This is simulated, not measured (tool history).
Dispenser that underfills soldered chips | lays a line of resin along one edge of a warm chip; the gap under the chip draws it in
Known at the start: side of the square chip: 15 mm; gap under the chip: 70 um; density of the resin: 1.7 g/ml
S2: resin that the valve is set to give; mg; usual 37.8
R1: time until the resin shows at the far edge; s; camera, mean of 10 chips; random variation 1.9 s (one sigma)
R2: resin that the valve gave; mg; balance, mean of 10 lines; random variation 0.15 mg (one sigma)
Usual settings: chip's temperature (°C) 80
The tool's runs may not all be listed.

{"run": 1, "day": 0.0, "chip's temperature (°C)": 80, "S2": 37.8, "R1": 254.1, "R2": 35.63}
{"run": 2, "day": 0.179, "chip's temperature (°C)": 80, "S2": 37.8, "R1": 306.7, "R2": 35.42}
{"day": 0.254, "done": "new syringe of resin"}
{"run": 3, "day": 0.304, "chip's temperature (°C)": 80, "S2": 43.1, "R1": 194.8, "R2": 40.57}
{"run": 4, "day": 0.462, "chip's temperature (°C)": 80, "S2": 43.1, "R1": 234, "R2": 40.36}
{"run": 5, "day": 0.688, "chip's temperature (°C)": 80, "S2": 35.6, "R1": 309.9, "R2": 33.35}
{"day": 0.783, "done": "new syringe of resin"}
{"run": 6, "day": 0.838, "chip's temperature (°C)": 80, "S2": 48.9, "R1": 192.9, "R2": 45.44}
{"run": 7, "day": 1.012, "chip's temperature (°C)": 80, "S2": 48.9, "R1": 231.8, "R2": 45.48}
{"run": 8, "day": 1.183, "chip's temperature (°C)": 80, "S2": 48.9, "R1": 278.9, "R2": 45.49}
{"day": 1.308, "done": "new syringe of resin"}
{"run": 9, "day": 1.429, "chip's temperature (°C)": 92, "S2": 37.8, "R1": 120.5, "R2": 35.35}
{"run": 10, "day": 1.579, "chip's temperature (°C)": 80, "S2": 37.8, "R1": 253.2, "R2": 34.94}
{"run": 11, "day": 1.796, "chip's temperature (°C)": 80, "S2": 37.8, "R1": 317.6, "R2": 34.79}
{"day": 1.833, "done": "new syringe of resin"}
{"run": 12, "day": 1.979, "chip's temperature (°C)": 80, "S2": 37.8, "R1": 221.1, "R2": 34.74}
{"run": 13, "day": 2.171, "chip's temperature (°C)": 80, "S2": 37.8, "R1": 275.7, "R2": 34.9}
{"day": 2.346, "done": "new syringe of resin"}
{"run": 14, "day": 2.375, "chip's temperature (°C)": 95, "S2": 37.8, "R1": 94.1, "R2": 34.39}
{"run": 15, "day": 2.604, "chip's temperature (°C)": 90, "S2": 37.8, "R1": 151, "R2": 34.64}
{"run": 16, "day": 2.708, "chip's temperature (°C)": 78, "S2": 36.8, "R1": 315.1, "R2": 33.34}
{"run": 17, "day": 2.833, "chip's temperature (°C)": 76, "S2": 37.5, "R1": 395, "R2": 34}
{"day": 2.862, "done": "new syringe of resin"}
{"run": 18, "day": 3.046, "chip's temperature (°C)": 83, "S2": 35.2, "R1": 204.1, "R2": 31.79}
{"run": 19, "day": 3.179, "chip's temperature (°C)": 88, "S2": 43.3, "R1": 176.1, "R2": 39.39}
{"run": 20, "day": 3.321, "chip's temperature (°C)": 79, "S2": 43.3, "R1": 323, "R2": 39.33}
{"day": 3.396, "done": "new syringe of resin"}
{"run": 21, "day": 3.462, "chip's temperature (°C)": 78, "S2": 37.7, "R1": 230.7, "R2": 33.95}
{"run": 22, "day": 3.688, "chip's temperature (°C)": 69, "S2": 35.6, "R1": 485.6, "R2": 31.98}

The next listed run, before its measurement:
{"day": 3.775, "done": "dispensing valve cleaned and set on the balance"}
{"run": 23, "day": 3.921, "chip's temperature (°C)": 69, "S2": 35.6, "R1": "?", "R2": "?"}

Run 23 gave R1 582.8 s, R2 35.28 mg.
Without the tool's hidden state the same run would have given R1 334.9 s, R2 35.5 mg.
